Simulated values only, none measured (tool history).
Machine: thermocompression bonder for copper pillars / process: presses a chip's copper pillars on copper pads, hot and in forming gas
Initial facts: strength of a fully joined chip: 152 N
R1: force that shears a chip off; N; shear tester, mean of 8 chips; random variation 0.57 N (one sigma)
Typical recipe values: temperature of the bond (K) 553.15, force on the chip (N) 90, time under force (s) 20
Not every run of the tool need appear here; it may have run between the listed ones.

{"run": 1, "hour": 0.0, "temperature of the bond (K)": 553.15, "force on the chip (N)": 90, "time under force (s)": 20, "R1": 78.7}
{"run": 2, "hour": 4.3, "temperature of the bond (K)": 553.15, "force on the chip (N)": 90, "time under force (s)": 20, "R1": 79.7}
{"run": 3, "hour": 11.6, "temperature of the bond (K)": 553.15, "force on the chip (N)": 108, "time under force (s)": 20, "R1": 90.2}
{"run": 4, "hour": 21.4, "temperature of the bond (K)": 551.15, "force on the chip (N)": 108, "time under force (s)": 20, "R1": 88.2}
{"run": 5, "hour": 29.0, "temperature of the bond (K)": 551.15, "force on the chip (N)": 108, "time under force (s)": 20, "R1": 87.8}
{"run": 6, "hour": 33.8, "temperature of the bond (K)": 551.15, "force on the chip (N)": 108, "time under force (s)": 20, "R1": 87.2}
{"run": 7, "hour": 38.9, "temperature of the bond (K)": 553.15, "force on the chip (N)": 90, "time under force (s)": 54, "R1": 105.5}
{"run": 8, "hour": 45.2, "temperature of the bond (K)": 553.15, "force on the chip (N)": 90, "time under force (s)": 54, "R1": 103.8}
{"run": 9, "hour": 52.2, "temperature of the bond (K)": 561.15, "force on the chip (N)": 90, "time under force (s)": 20, "R1": 83.7}
{"run": 10, "hour": 60.1, "temperature of the bond (K)": 553.15, "force on the chip (N)": 90, "time under force (s)": 20, "R1": 77.6}
{"run": 11, "hour": 67.6, "temperature of the bond (K)": 553.15, "force on the chip (N)": 90, "time under force (s)": 20, "R1": 76.9}
{"run": 12, "hour": 74.7, "temperature of the bond (K)": 553.15, "force on the chip (N)": 90, "time under force (s)": 20, "R1": 76.5}
{"run": 13, "hour": 84.3, "temperature of the bond (K)": 553.15, "force on the chip (N)": 90, "time under force (s)": 20, "R1": 77.9}
{"run": 14, "hour": 91.5, "temperature of the bond (K)": 553.15, "force on the chip (N)": 90, "time under force (s)": 20, "R1": 77.4}
{"run": 15, "hour": 96.2, "temperature of the bond (K)": 553.15, "force on the chip (N)": 90, "time under force (s)": 20, "R1": 77.0}
{"run": 16, "hour": 104.6, "temperature of the bond (K)": 553.15, "force on the chip (N)": 90, "time under force (s)": 20, "R1": 77.0}
{"run": 17, "hour": 109.0, "temperature of the bond (K)": 553.15, "force on the chip (N)": 90, "time under force (s)": 20, "R1": 77.2}
{"run": 18, "hour": 117.2, "temperature of the bond (K)": 553.15, "force on the chip (N)": 78, "time under force (s)": 20, "R1": 69.8}
{"run": 19, "hour": 125.8, "temperature of the bond (K)": 553.15, "force on the chip (N)": 90, "time under force (s)": 20, "R1": 76.6}
{"run": 20, "hour": 135.2, "temperature of the bond (K)": 553.15, "force on the chip (N)": 123, "time under force (s)": 17, "R1": 88.4}
{"run": 21, "hour": 145.4, "temperature of the bond (K)": 543.15, "force on the chip (N)": 105, "time under force (s)": 20, "R1": 77.5}
{"run": 22, "hour": 155.1, "temperature of the bond (K)": 543.15, "force on the chip (N)": 105, "time under force (s)": 20, "R1": 77.6}
{"run": 23, "hour": 163.2, "temperature of the bond (K)": 550.15, "force on the chip (N)": 81, "time under force (s)": 23, "R1": 70.8}
{"run": 24, "hour": 172.1, "temperature of the bond (K)": 553.15, "force on the chip (N)": 55, "time under force (s)": 20, "R1": 51.4}
{"run": 25, "hour": 180.5, "temperature of the bond (K)": 553.15, "force on the chip (N)": 62, "time under force (s)": 17, "R1": 53.4}
{"run": 26, "hour": 186.2, "temperature of the bond (K)": 551.15, "force on the chip (N)": 90, "time under force (s)": 45, "R1": 93.7}
{"run": 27, "hour": 195.3, "temperature of the bond (K)": 563.15, "force on the chip (N)": 90, "time under force (s)": 47, "R1": 103.0}
{"run": 28, "hour": 205.2, "temperature of the bond (K)": 564.15, "force on the chip (N)": 120, "time under force (s)": 20, "R1": 97.3}
{"run": 29, "hour": 214.1, "temperature of the bond (K)": 548.15, "force on the chip (N)": 56, "time under force (s)": 14, "R1": 42.6}
{"run": 30, "hour": 222.4, "temperature of the bond (K)": 548.15, "force on the chip (N)": 56, "time under force (s)": 14, "R1": 42.0}
{"run": 31, "hour": 231.4, "temperature of the bond (K)": 579.15, "force on the chip (N)": 108, "time under force (s)": 44, "R1": 117.5}
{"run": 32, "hour": 238.7, "temperature of the bond (K)": 525.15, "force on the chip (N)": 84, "time under force (s)": 27, "R1": 59.6}
{"run": 33, "hour": 248.8, "temperature of the bond (K)": 563.15, "force on the chip (N)": 115, "time under force (s)": 13, "R1": 81.3}
{"run": 34, "hour": 253.0, "temperature of the bond (K)": 563.15, "force on the chip (N)": 92, "time under force (s)": 13, "R1": 70.3}
{"run": 35, "hour": 261.4, "temperature of the bond (K)": 542.15, "force on the chip (N)": 92, "time under force (s)": 13, "R1": 58.6}
{"run": 36, "hour": 266.8, "temperature of the bond (K)": 548.15, "force on the chip (N)": 88, "time under force (s)": 20, "R1": 69.4}
{"run": 37, "hour": 271.8, "temperature of the bond (K)": 553.15, "force on the chip (N)": 59, "time under force (s)": 18, "R1": 50.8}
{"run": 38, "hour": 277.6, "temperature of the bond (K)": 553.15, "force on the chip (N)": 59, "time under force (s)": 18, "R1": 50.6}

Here are 3 independent what-if runs from the current tool condition. What would each one return?
{"run": "A", "hour": 283.9, "temperature of the bond (K)": 553.15, "force on the chip (N)": 105, "time under force (s)": 47, "R1": "?"}
{"run": "B", "hour": 283.9, "temperature of the bond (K)": 553.15, "force on the chip (N)": 90, "time under force (s)": 51, "R1": "?"}
{"run": "C", "hour": 283.9, "temperature of the bond (K)": 569.15, "force on the chip (N)": 63, "time under force (s)": 11, "R1": "?"}

run=A R1=100.9
run=B R1=96.3
run=C R1=51.7
Stripped of hidden state, with their random variation kept, the same runs would have yielded:
run=A R1=113.8
run=B R1=108.5
run=C R1=58.3
